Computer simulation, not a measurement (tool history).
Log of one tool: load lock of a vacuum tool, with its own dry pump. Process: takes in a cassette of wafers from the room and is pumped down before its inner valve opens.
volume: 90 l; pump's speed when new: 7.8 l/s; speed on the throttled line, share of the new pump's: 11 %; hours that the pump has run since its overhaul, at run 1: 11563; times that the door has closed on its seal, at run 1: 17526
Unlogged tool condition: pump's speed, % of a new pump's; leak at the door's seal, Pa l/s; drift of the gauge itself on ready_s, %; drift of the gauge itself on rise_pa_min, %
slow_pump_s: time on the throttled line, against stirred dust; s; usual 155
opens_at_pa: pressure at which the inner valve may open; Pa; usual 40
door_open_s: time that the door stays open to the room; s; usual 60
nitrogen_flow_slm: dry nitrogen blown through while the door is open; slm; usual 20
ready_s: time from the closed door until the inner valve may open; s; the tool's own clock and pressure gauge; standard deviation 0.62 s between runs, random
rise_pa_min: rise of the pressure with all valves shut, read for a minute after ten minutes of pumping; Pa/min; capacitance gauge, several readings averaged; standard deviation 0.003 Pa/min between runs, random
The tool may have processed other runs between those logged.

run,hour,slow_pump_s,opens_at_pa,door_open_s,nitrogen_flow_slm,hours that the pump has run since its overhaul,times that the door has closed on its seal,"incoming humidity of the room's air, %",ready_s,rise_pa_min
1,0,155,40,60,20,11563,17526,47.2,235.5,0.181
2,360.4,155,40,60,20,11923,18348,43.7,237.6,0.193
3,585.2,155,40,60,5,12148,18860,46.4,236.8,0.208
4,1030.6,155,40,60,5,12593,19875,46.4,237.6,0.219
5,1256.9,155,56,60,5,12820,20391,46.2,233.4,0.224
6,1461.7,155,40,76,20,13025,20858,44.8,238.9,0.218
7,1709.1,155,40,60,26,13272,21422,41.7,237.7,0.233
8,2070.9,155,40,60,26,13634,22247,47.5,238.8,0.243
9,2515.2,155,40,60,26,14078,23259,46.2,237.6,0.25
10,2987.6,231,40,60,20,14550,24336,44.2,305.8,0.273
11,3439.5,155,40,60,20,15002,25366,44.7,238.2,0.285
12,3870.2,155,40,60,20,15433,26348,46.2,238.8,0.301
13,4152.7,155,40,31,20,15716,26992,46.7,239,0.314
14,4543.6,155,48,31,20,16106,27883,44,238.5,0.321
15,4872.5,155,48,31,7,16435,28633,44.9,237.7,0.338
16,5247.2,155,40,60,20,16810,29487,46.2,239.6,0.35
17,5471.6,155,40,60,20,17034,29998,50.4,240.6,0.358
18,5740.6,155,40,64,20,17303,30611,45.5,240.9,0.363
19,6164.8,207,40,64,20,17728,31578,45.6,285.9,0.391
20,6541.1,207,40,64,20,18104,32436,42.5,286.4,0.404
21,6733.4,155,76,87,20,18296,32874,45.4,232.3,0.407
22,7197.3,196,40,60,43,18760,33932,44.6,276.5,0.419
23,7390.4,196,40,60,43,18953,34372,45.9,277.6,0.424
24,7628.3,196,40,60,43,19191,34914,46.7,277.5,0.44
25,8012.9,163,40,104,20,19576,35791,48.3,249.5,0.47
# hour 8298.8: dry pump taken out, an overhauled one fitted
26,8361.6,163,40,104,20,63,36572,45.6,236.6,0.479
27,8800.5,116,40,208,20,502,37573,44.9,195.3,0.505
28,9012.1,116,32,208,20,713,38055,44.3,198.1,0.511
29,9373.9,116,32,208,20,1075,38879,42.1,197.8,0.541
30,9605.4,116,32,208,20,1307,39407,48.7,198.1,0.552
31,9862.7,116,66,129,41,1564,39994,42.9,189.7,0.547
32,10127.2,116,66,129,41,1828,40597,49.3,189.9,0.559
33,10493.2,250,42,26,25,2194,41431,48.3,314.4,0.566
34,10814.5,155,40,60,12,2516,42163,44.3,231.1,0.597
35,11166.4,155,40,141,12,2868,42965,40.3,230.4,0.628
36,11513.3,86,40,60,20,3214,43756,45.1,169,0.622
37,11866.8,86,40,60,20,3568,44562,44.8,170.7,0.643
38,12115.9,86,40,60,20,3817,45130,46.2,170.1,0.648

Subtracting, for every run, the result it would have given without the tool's unlogged condition from the measured result gives the following. The same run-to-run variation enters both numbers; the gauge's scatter may not:
run,ready_s,rise_pa_min
1,+7.8,+0.161
2,+8.2,+0.174
3,+8.3,+0.177
4,+8.6,+0.192
5,+8.3,+0.195
6,+9,+0.198
7,+9,+0.211
8,+9.3,+0.219
9,+9.6,+0.236
10,+8.8,+0.25
11,+10.3,+0.267
12,+10.5,+0.275
13,+10.7,+0.294
14,+10.8,+0.304
15,+10.9,+0.315
16,+11.8,+0.33
17,+12,+0.333
18,+12.2,+0.343
19,+11.3,+0.365
20,+11.6,+0.382
21,+11.4,+0.385
22,+12.2,+0.409
23,+12.4,+0.412
24,+12.6,+0.424
25,+13.5,+0.445
26,+0.4,+0.456
27,+0.7,+0.475
28,+0.8,+0.482
29,+1,+0.51
30,+1.2,+0.52
31,+1.2,+0.527
32,+1.4,+0.539
33,+1.3,+0.553
34,+1.8,+0.571
35,+2,+0.595
36,+2.4,+0.602
37,+2.6,+0.622
38,+2.8,+0.631

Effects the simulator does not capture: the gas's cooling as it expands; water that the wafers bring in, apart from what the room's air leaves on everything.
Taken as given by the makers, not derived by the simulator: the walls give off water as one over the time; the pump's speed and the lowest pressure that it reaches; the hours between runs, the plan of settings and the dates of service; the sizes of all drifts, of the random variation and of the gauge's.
